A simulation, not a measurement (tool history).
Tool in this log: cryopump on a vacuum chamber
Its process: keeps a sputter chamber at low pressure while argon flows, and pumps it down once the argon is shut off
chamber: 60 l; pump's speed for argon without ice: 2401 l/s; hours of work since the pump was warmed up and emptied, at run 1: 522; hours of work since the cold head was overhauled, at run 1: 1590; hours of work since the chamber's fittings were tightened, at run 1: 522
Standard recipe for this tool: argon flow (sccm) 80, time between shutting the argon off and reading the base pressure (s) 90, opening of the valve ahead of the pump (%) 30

run    hour  argon flow (sccm)  time between shutting the argon off and reading the base pressure (s)  opening of the valve ahead of the pump (%)  hours of work since the pump was warmed up and emptied  hours of work since the cold head was overhauled  hours of work since the chamber's fittings were tightened  pressure while argon flows (Pa)  pressure after the wait (uPa)
  1     0.0                 80                                                                     90                                          30                                                     522                                              1590                                                        522                           0.1934                           1.19
  2    34.0                 80                                                                     90                                          29                                                     548                                              1617                                                        548                           0.2005                           1.18
  3    83.4                 80                                                                     90                                          29                                                     587                                              1655                                                        587                           0.1995                           1.28
  4   132.9                 80                                                                     90                                          29                                                     625                                              1694                                                        625                           0.2022                           1.21
  5   163.4                 80                                                                     94                                          29                                                     649                                              1718                                                        649                           0.2017                           1.27
  6   213.9                 80                                                                     94                                          29                                                     688                                              1757                                                        688                           0.2031                           1.31
  7   240.0                 80                                                                     90                                          30                                                     709                                              1777                                                        709                           0.1962                           1.35
  8   294.9                 80                                                                     90                                          30                                                     751                                              1820                                                        751                           0.1958                           1.40
  9   319.2                 80                                                                     90                                          30                                                     770                                              1839                                                        770                           0.1954                           1.42
 10   350.6                 80                                                                     90                                          30                                                     795                                              1863                                                        795                           0.1947                           1.46
 11   373.6                 80                                                                     90                                          30                                                     813                                              1881                                                        813                           0.1957                           1.50
 12   396.9                 80                                                                     90                                          30                                                     831                                              1899                                                        831                           0.1962                           1.51
 13   448.1                 80                                                                     90                                          35                                                     871                                              1939                                                        871                           0.1697                           1.51
 14   481.5                 80                                                                     90                                          30                                                     897                                              1965                                                        897                           0.1947                           1.50
 15   526.7                 80                                                                     90                                          30                                                     932                                              2000                                                        932                           0.1979                           1.58
 16   580.3                 37                                                                     90                                          30                                                     974                                              2042                                                        974                           0.0905                           1.65
 17   622.2                 37                                                                    192                                          15                                                    1006                                              2075                                                       1006                           0.1777                           1.45
      653.5  -- pump warmed up, emptied and cooled again
 18   678.0                 71                                                                    284                                          30                                                      19                                              2114                                                       1046                           0.1686                           1.19
 19   702.5                 80                                                                     90                                          41                                                      38                                              2133                                                       1065                           0.1395                           1.57
 20   744.4                 80                                                                     90                                          41                                                      71                                              2166                                                       1097                           0.1414                           1.68
 21   794.0                 80                                                                    257                                          28                                                     109                                              2204                                                       1136                           0.2034                           1.34
 22   838.6                 96                                                                     90                                          36                                                     144                                              2239                                                       1171                           0.1901                           1.67
 23   864.7                 80                                                                    114                                          30                                                     164                                              2260                                                       1191                           0.1927                           1.60
 24   888.2                 80                                                                    114                                          30                                                     183                                              2278                                                       1209                           0.1923                           1.65
 25   924.2                 80                                                                    194                                          23                                                     211                                              2306                                                       1237                           0.2481                           1.49
 26   953.9                 80                                                                    187                                          49                                                     234                                              2329                                                       1260                           0.1191                           1.52
 27   996.4                 80                                                                    187                                          49                                                     267                                              2362                                                       1294                           0.1188                           1.61
 28  1032.1                103                                                                     39                                          15                                                     295                                              2390                                                       1321                           0.4885                           2.53

4 options for the next run, each taken on its own from the tool as it stands now. Forecast them:
  A  1066.0                126                                                                     90                                          26                                                     321                                              2416                                                       1348                                ?                              ?
  B  1066.0                139                                                                    180                                          26                                                     321                                              2416                                                       1348                                ?                              ?
  C  1066.0                144                                                                     90                                          30                                                     321                                              2416                                                       1348                                ?                              ?
  D  1066.0                147                                                                     90                                          30                                                     321                                              2416                                                       1348                                ?                              ?

run  pressure while argon flows (Pa)  pressure after the wait (uPa)
  A                           0.3467                           1.91
  B                           0.3862                           1.65
  C                           0.3444                           1.84
  D                           0.3527                           1.95
Without the tool's hidden state the same runs would have given:
run  pressure while argon flows (Pa)  pressure after the wait (uPa)
  A                           0.3391                           0.65
  B                           0.3777                           0.41
  C                           0.3357                           0.61
  D                           0.3438                           0.68

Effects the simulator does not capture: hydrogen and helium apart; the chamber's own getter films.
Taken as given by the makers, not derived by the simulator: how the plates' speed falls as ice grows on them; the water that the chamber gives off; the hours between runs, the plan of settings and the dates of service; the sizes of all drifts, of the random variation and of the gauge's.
